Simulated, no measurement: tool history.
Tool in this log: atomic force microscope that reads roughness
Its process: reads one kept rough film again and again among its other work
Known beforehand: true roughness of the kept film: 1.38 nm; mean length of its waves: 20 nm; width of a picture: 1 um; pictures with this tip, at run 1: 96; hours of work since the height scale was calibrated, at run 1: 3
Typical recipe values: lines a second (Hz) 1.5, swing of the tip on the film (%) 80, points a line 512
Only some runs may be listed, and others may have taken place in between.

run    hour  lines a second (Hz)  swing of the tip on the film (%)  points a line  pictures with this tip  hours of work since the height scale was calibrated  roughness of the kept film (nm (root mean square))
  1       0                  1.5                                80            512                      96                                                    3                                               1.071
  2    31.5                  1.5                                80            512                     151                                                   26                                               1.028
       53.6  -- new tip fitted
  3    69.6                  1.5                                80            512                      27                                                   53                                               1.111
  4   100.7                  1.5                                80            512                      81                                                   76                                               1.073
  5   136.1                  1.5                                80            512                     142                                                  102                                               1.041
      161.9  -- new tip fitted
  6   177.9                  1.5                                80            512                      28                                                  132                                               1.121
  7   222.9                  1.5                                80            512                     105                                                  165                                               1.068
  8   244.4                  1.5                                80            512                     142                                                  180                                               1.043
      269.3  -- new tip fitted
  9   285.4                  1.5                                80            512                      28                                                  210                                               1.107
 10   308.3                  1.5                                80            512                      67                                                  227                                                1.09
 11   357.9                 3.41                                80            512                     153                                                  263                                               0.937
      376.7  -- new tip fitted
 12   397.2                  1.5                                80            512                      35                                                  291                                                1.11
 13   437.9                  1.5                                80            512                     105                                                  321                                               1.066
 14   461.8                  1.5                                80            512                     146                                                  338                                               1.035
      483.4  -- new tip fitted
 15   483.4                  1.5                                80            512                       0                                                  354                                               1.141
 16   517.8                  1.5                                80            512                      59                                                  379                                               1.096
 17   559.2                  1.5                                80            512                     130                                                  409                                               1.043
      592.5  -- new tip fitted
 18   604.4                  1.5                                80            512                      20                                                  442                                               1.124
 19   642.2                  1.5                                80            512                      85                                                  469                                               1.087
 20   663.2                  1.5                                80            512                     121                                                  485                                               1.057
      700.6  -- new tip fitted
 21   714.9                  1.5                                80            512                      24                                                  522                                                1.14
 22   762.9                  1.5                                80            512                     107                                                  557                                                1.07
      810.4  -- new tip fitted
 23   813.6                  1.5                                80            512                       5                                                  594                                                1.14
 24     852                  1.5                                80            512                      71                                                  622                                               1.086
 25   876.9                  1.5                                80            512                     114                                                  640                                               1.063
      917.7  -- new tip fitted
 26   917.7                  1.5                                77            512                       0                                                  670                                               1.158
 27   960.6                  1.5                                77            512                      73                                                  701                                               1.111
 28   983.2                 2.36                                84            512                     112                                                  717                                               0.998
     1025.5  -- new tip fitted
 29  1025.5                  1.5                                80            361                       0                                                  748                                               1.132
 30  1051.1                  1.5                                80            361                      44                                                  767                                                 1.1
 31  1077.3                 3.04                                64            361                      89                                                  786                                               1.092
 32  1126.9                 3.04                                64            361                     175                                                  822                                               1.038
     1133.4  -- new tip fitted
 33  1162.7                 3.04                                64            361                      50                                                  848                                               1.122
 34    1194                 3.04                                64            361                     104                                                  871                                               1.073
 35    1230                 0.63                                73            602                     166                                                  897                                                1.11
     1241.1  -- new tip fitted
 36  1276.4                  0.6                                80            905                      60                                                  930                                               1.177
 37  1313.2                  0.6                                80            905                     123                                                  957                                               1.123
 38  1338.3                 2.81                                80            512                     167                                                  976                                               0.966
     1349.8  -- new tip fitted
 39  1361.2                 2.81                                80            512                      19                                                  992                                                1.06
 40  1389.3                 2.81                                80            512                      68                                                 1013                                               1.022
 41  1433.9                 2.81                                80            512                     144                                                 1045                                               0.981
     1456.6  -- new tip fitted
 42    1486                  1.5                                62            427                      50                                                 1083                                               1.168
 43  1530.2                 0.75                                62            476                     126                                                 1115                                               1.136
 44  1552.8                  1.5                                67            593                     165                                                 1132                                               1.082
       1565  -- new tip fitted
 45  1592.4                  1.1                                62            720                      47                                                 1160                                               1.215
 46  1635.2                 1.57                                56            329                     121                                                 1191                                               1.137
     1673.9  -- new tip fitted
 47  1675.8                 0.84                                61            493                       3                                                 1221                                               1.249
 48  1715.6                 0.83                                56            435                      71                                                 1250                                               1.199
 49  1757.9                 0.66                                82            435                     144                                                 1281                                               1.126
     1774.4  -- height scale calibrated on a step standard
     1782.4  -- new tip fitted
 50  1787.7                 0.66                                82            435                       9                                                    9                                               1.189
 51    1811                 0.66                                82            435                      49                                                   26                                                1.16

Table of differences, measured result less the result of that run with no hidden state. Run-to-run variation is the same in both. Gauge scatter possibly is not:
The hidden state here: radius of the tip, nm; height scale over the true one, %; drift of the gauge itself on roughness_nm, %.
run  roughness of the kept film (nm (root mean square))
  1                                              -0.068
  2                                              -0.103
  3                                              -0.025
  4                                              -0.062
  5                                              -0.102
  6                                              -0.022
  7                                              -0.073
  8                                              -0.097
  9                                              -0.022
 10                                              -0.048
 11                                              -0.091
 12                                              -0.029
 13                                              -0.077
 14                                              -0.099
 15                                              +0.004
 16                                              -0.035
 17                                              -0.087
 18                                               -0.01
 19                                              -0.057
 20                                              -0.082
 21                                              -0.011
 22                                              -0.071
 23                                              -0.006
 24                                              -0.051
 25                                              -0.081
 26                                              +0.008
 27                                               -0.04
 28                                              -0.062
 29                                              +0.014
 30                                              -0.016
 31                                              -0.048
 32                                              -0.106
 33                                              -0.024
 34                                              -0.062
 35                                               -0.11
 36                                              -0.036
 37                                              -0.081
 38                                              -0.097
 39                                              +0.002
 40                                              -0.033
 41                                              -0.078
 42                                              -0.031
 43                                              -0.087
 44                                              -0.107
 45                                              -0.018
 46                                              -0.065
 47                                              +0.025
 48                                              -0.024
 49                                              -0.076
 50                                              -0.013
 51                                              -0.045

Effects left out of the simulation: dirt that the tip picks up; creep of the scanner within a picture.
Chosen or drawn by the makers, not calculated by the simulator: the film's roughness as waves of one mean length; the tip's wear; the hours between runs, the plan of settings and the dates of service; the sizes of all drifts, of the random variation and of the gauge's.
